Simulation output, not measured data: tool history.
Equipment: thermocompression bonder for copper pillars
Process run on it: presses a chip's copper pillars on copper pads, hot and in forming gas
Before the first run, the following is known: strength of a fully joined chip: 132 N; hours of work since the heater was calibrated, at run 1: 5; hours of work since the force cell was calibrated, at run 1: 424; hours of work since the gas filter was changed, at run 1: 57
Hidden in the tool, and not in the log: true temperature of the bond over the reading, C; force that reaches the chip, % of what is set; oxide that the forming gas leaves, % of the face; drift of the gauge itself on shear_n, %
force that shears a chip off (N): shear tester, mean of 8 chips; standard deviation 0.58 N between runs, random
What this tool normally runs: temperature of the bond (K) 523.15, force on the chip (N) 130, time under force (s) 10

run,hour,temperature of the bond (K),force on the chip (N),time under force (s),hours of work since the heater was calibrated,hours of work since the force cell was calibrated,hours of work since the gas filter was changed,force that shears a chip off (N)
1,0,523.15,130,10,5,424,57,54.9
2,29.4,523.15,130,10,27,447,80,54.2
3,88.4,523.15,130,10,72,491,124,55.8
4,121.1,523.15,130,10,97,516,149,55.1
5,194.4,523.15,130,10,152,571,205,55.1
# hour 201.8: heater calibrated with a thermocouple chip
# hour 205.4: forming gas filter changed
6,237.5,523.15,130,10,27,602,24,57.6
7,288.8,523.15,130,10,66,641,63,56.2
8,353.2,523.15,130,10,114,690,112,57.8
9,391.1,534.15,84,9,143,719,141,43.7
10,431.4,504.15,103,16,173,749,171,47.2
# hour 467.9: heater calibrated with a thermocouple chip, once more
11,467.9,530.15,130,24,0,775,197,79.3
# hour 489.9: forming gas filter changed
12,526.9,532.15,142,10,44,820,28,66.1

4 options for the next run, each taken on its own from the tool as it stands now. Forecast them:
# hour 552.5: force cell calibrated
A,594.7,499.15,114,8,95,32,78,?
# hour 552.5: force cell calibrated
B,594.7,499.15,142,10,95,32,78,?
# hour 552.5: force cell calibrated
C,594.7,527.15,158,10,95,32,78,?
# hour 552.5: force cell calibrated
D,594.7,533.15,130,10,95,32,78,?

run,force that shears a chip off (N)
A,33.2
B,44.5
C,65
D,60
With no hidden state in the tool, these same runs would have given:
run,force that shears a chip off (N)
A,33.1
B,44.3
C,64.9
D,59.9
